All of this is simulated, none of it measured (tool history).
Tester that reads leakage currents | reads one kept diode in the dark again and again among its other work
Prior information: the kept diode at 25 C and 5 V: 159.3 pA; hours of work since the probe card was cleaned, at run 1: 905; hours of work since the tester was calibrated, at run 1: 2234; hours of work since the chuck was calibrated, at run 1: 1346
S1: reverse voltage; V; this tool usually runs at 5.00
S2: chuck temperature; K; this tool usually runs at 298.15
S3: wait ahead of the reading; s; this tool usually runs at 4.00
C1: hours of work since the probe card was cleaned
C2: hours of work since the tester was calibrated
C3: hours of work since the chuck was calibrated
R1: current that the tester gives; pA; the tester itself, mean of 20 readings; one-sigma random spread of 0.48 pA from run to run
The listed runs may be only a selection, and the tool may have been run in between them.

Run 1, day 0.000: usual settings; C1 905; C2 2234; C3 1346. Result: R1 142.95 pA.
Run 2, day 0.912: usual settings but S1 1.53 V; C1 918; C2 2247; C3 1359. Result: R1 81.35 pA.
Run 3, day 1.983: usual settings but S1 1.53 V; C1 934; C2 2263; C3 1375. Result: R1 81.51 pA.
Run 4, day 3.508: usual settings but S3 0.35 s; C1 957; C2 2286; C3 1397. Result: R1 143.14 pA.
Run 5, day 5.625: usual settings but S3 0.35 s; C1 988; C2 2317; C3 1429. Result: R1 143.33 pA.
Run 6, day 7.833: usual settings; C1 1021; C2 2350; C3 1461. Result: R1 141.73 pA.
At day 9.212: tester calibrated.
Run 7, day 9.300: usual settings; C1 1041; C2 1; C3 1482. Result: R1 141.29 pA.
Run 8, day 11.467: usual settings but S1 1.38 V; C1 1073; C2 33; C3 1514. Result: R1 77.06 pA.
Run 9, day 13.475: usual settings but S1 1.38 V; C1 1103; C2 63; C3 1544. Result: R1 77.44 pA.
Run 10, day 14.679: usual settings but S1 1.38 V; C1 1121; C2 81; C3 1561. Result: R1 76.97 pA.
At day 16.492: chuck's temperature calibrated.
Run 11, day 16.683: usual settings but S1 1.38 V; C1 1149; C2 109; C3 3. Result: R1 75.38 pA.
Run 12, day 17.788: usual settings; C1 1165; C2 126; C3 19. Result: R1 138.65 pA.
Run 13, day 18.971: usual settings; C1 1183; C2 143; C3 37. Result: R1 139.23 pA.
Run 14, day 21.046: usual settings but S1 1.01 V; C1 1214; C2 174; C3 67. Result: R1 64.87 pA.
Run 15, day 22.558: usual settings but S1 1.01 V, S3 0.47 s; C1 1236; C2 196; C3 90. Result: R1 65.15 pA.
Run 16, day 23.488: usual settings but S3 1.53 s; C1 1250; C2 210; C3 103. Result: R1 138.24 pA.
At day 24.933: chuck's temperature calibrated, once more.
Run 17, day 25.342: usual settings but S2 332.15 K; C1 1276; C2 236; C3 6. Result: R1 2569.98 pA.
Run 18, day 26.808: usual settings but S2 332.15 K; C1 1298; C2 258; C3 28. Result: R1 2565.97 pA.
Run 19, day 28.104: usual settings but S2 332.15 K; C1 1317; C2 277; C3 47. Result: R1 2561.51 pA.
Run 20, day 29.129: usual settings but S3 7.10 s; C1 1332; C2 292; C3 62. Result: R1 161.49 pA.
Run 21, day 30.150: usual settings but S1 3.04 V, S3 6.77 s; C1 1347; C2 307; C3 77. Result: R1 127.81 pA.
Run 22, day 32.238: usual settings but S1 18.91 V, S3 2.74 s; C1 1378; C2 338; C3 108. Result: R1 308.14 pA.
Run 23, day 33.904: usual settings but S1 18.91 V, S2 323.15 K, S3 2.74 s; C1 1402; C2 363; C3 133. Result: R1 2390.79 pA.
Run 24, day 34.958: usual settings but S1 2.09 V, S2 300.15 K, S3 1.04 s; C1 1418; C2 378; C3 148. Result: R1 127.02 pA.
Run 25, day 35.900: usual settings but S1 2.09 V, S2 300.15 K, S3 1.04 s; C1 1432; C2 392; C3 162. Result: R1 127.29 pA.
Run 26, day 36.817: usual settings but S1 10.68 V, S3 2.83 s; C1 1446; C2 406; C3 176. Result: R1 231.07 pA.
Run 27, day 37.792: usual settings but S3 4.66 s; C1 1460; C2 420; C3 190. Result: R1 160.04 pA.
Run 28, day 39.508: usual settings but S3 4.66 s; C1 1485; C2 445; C3 216. Result: R1 159.75 pA.
Run 29, day 40.567: usual settings but S2 310.15 K, S3 0.30 s; C1 1501; C2 461; C3 231. Result: R1 448.73 pA.
Run 30, day 42.217: usual settings but S1 3.53 V, S2 310.15 K, S3 1.18 s; C1 1525; C2 486; C3 256. Result: R1 380.27 pA.
Run 31, day 43.646: usual settings but S1 7.93 V, S2 317.15 K, S3 2.06 s; C1 1547; C2 507; C3 277. Result: R1 988.66 pA.
Run 32, day 44.796: usual settings but S1 7.93 V, S2 317.15 K, S3 2.06 s; C1 1564; C2 524; C3 294. Result: R1 983.70 pA.
Run 33, day 46.762: usual settings but S3 2.12 s; C1 1593; C2 553; C3 323. Result: R1 159.03 pA.
Run 34, day 48.642: usual settings but S1 1.06 V, S2 309.15 K, S3 1.55 s; C1 1620; C2 581; C3 351. Result: R1 197.84 pA.
Run 35, day 50.838: usual settings but S1 1.06 V, S2 309.15 K, S3 0.67 s; C1 1653; C2 613; C3 383. Result: R1 198.31 pA.
Run 36, day 52.096: usual settings but S1 1.76 V, S2 331.15 K, S3 0.49 s; C1 1671; C2 632; C3 402. Result: R1 1426.33 pA.
Run 37, day 54.112: usual settings but S1 1.76 V, S2 304.15 K, S3 0.77 s; C1 1701; C2 661; C3 431. Result: R1 163.08 pA.
Run 38, day 55.042: usual settings but S1 3.73 V; C1 1715; C2 675; C3 445. Result: R1 136.53 pA.
Run 39, day 56.892: usual settings but S1 6.04 V, S2 329.15 K, S3 0.44 s; C1 1742; C2 703; C3 473. Result: R1 2171.67 pA.

Below are 5 alternative next runs, each starting from the tool's condition after run 39. Predict each:
Run A, day 58.738: usual settings but S1 7.45 V, S2 306.15 K; C1 1770; C2 730; C3 500. Result: R1 ?.
Run B, day 58.738: usual settings but S1 6.04 V, S2 329.15 K, S3 1.85 s; C1 1770; C2 730; C3 500. Result: R1 ?.
Run C, day 58.738: usual settings but S1 14.61 V, S3 3.68 s; C1 1770; C2 730; C3 500. Result: R1 ?.
Run D, day 58.738: usual settings but S1 2.21 V, S2 326.15 K; C1 1770; C2 730; C3 500. Result: R1 ?.
Run E, day 58.738: usual settings but S1 2.24 V, S2 301.15 K, S3 0.79 s; C1 1770; C2 730; C3 500. Result: R1 ?.

run       R1
  A   380.11
  B  2168.72
  C   265.56
  D  1082.95
  E   139.72
Without the tool's hidden state the same runs would have given:
run       R1
  A   391.45
  B  2265.58
  C   261.76
  D  1133.36
  E   144.80

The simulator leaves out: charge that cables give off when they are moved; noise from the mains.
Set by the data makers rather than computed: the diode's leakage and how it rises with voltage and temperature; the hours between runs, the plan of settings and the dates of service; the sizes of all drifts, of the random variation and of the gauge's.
